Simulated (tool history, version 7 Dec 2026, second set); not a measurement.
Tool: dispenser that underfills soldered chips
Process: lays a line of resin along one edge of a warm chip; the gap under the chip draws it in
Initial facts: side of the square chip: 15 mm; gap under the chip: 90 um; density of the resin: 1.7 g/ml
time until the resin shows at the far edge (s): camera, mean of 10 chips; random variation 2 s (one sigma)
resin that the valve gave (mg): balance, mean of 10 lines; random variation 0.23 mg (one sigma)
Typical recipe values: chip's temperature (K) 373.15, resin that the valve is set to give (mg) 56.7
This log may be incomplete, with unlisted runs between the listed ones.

run  hour  chip's temperature (K)  resin that the valve is set to give (mg)  time until the resin shows at the far edge (s)  resin that the valve gave (mg)
  1   0.0                  373.15                                      56.7                                           246.5                           54.77
  2   3.8                  373.15                                      56.7                                           278.2                           54.94
      7.3  -- new syringe of resin
  3  12.5                  373.15                                      56.7                                           232.1                           54.53
  4  20.0                  373.15                                      72.2                                           280.3                           69.18
     23.9  -- new syringe of resin
  5  28.3                  373.15                                      57.9                                           226.0                           54.66
  6  32.5                  373.15                                      57.9                                           250.4                           54.98
  7  38.1                  384.15                                      56.7                                           189.2                           53.14
     40.5  -- new syringe of resin
  8  42.9                  382.15                                      56.7                                           152.4                           53.81
  9  46.6                  360.15                                      56.7                                           410.2                           53.26
 10  55.4                  373.15                                      49.8                                           318.6                           46.13
     56.5  -- new syringe of resin
 11  59.7                  373.15                                      61.0                                           224.9                           56.90
 12  64.7                  367.15                                      72.9                                           326.9                           67.23
     70.5  -- dispensing valve cleaned and set on the balance
 13  70.5                  372.15                                      63.2                                           297.1                           63.19
     73.9  -- new syringe of resin
 14  79.8                  372.15                                      70.4                                           241.9                           69.95

5 ways to go on from here, each from the tool as it stands after run 14. What would each give?
  A  87.1                  373.15                                      68.1                                               ?                               ?
  B  87.1                  384.15                                      56.1                                               ?                               ?
  C  87.1                  369.15                                      48.2                                               ?                               ?
  D  87.1                  383.15                                      60.9                                               ?                               ?
  E  87.1                  384.15                                      70.4                                               ?                               ?

run  time until the resin shows at the far edge (s)  resin that the valve gave (mg)
  A                                           282.8                           67.13
  B                                           192.1                           56.07
  C                                           349.6                           47.54
  D                                           191.4                           60.37
  E                                           186.8                           69.76
With no hidden state in the tool, these same runs would have given:
run  time until the resin shows at the far edge (s)  resin that the valve gave (mg)
  A                                           192.0                           67.95
  B                                           130.6                           56.75
  C                                           236.4                           48.12
  D                                           130.2                           61.10
  E                                           127.1                           70.61
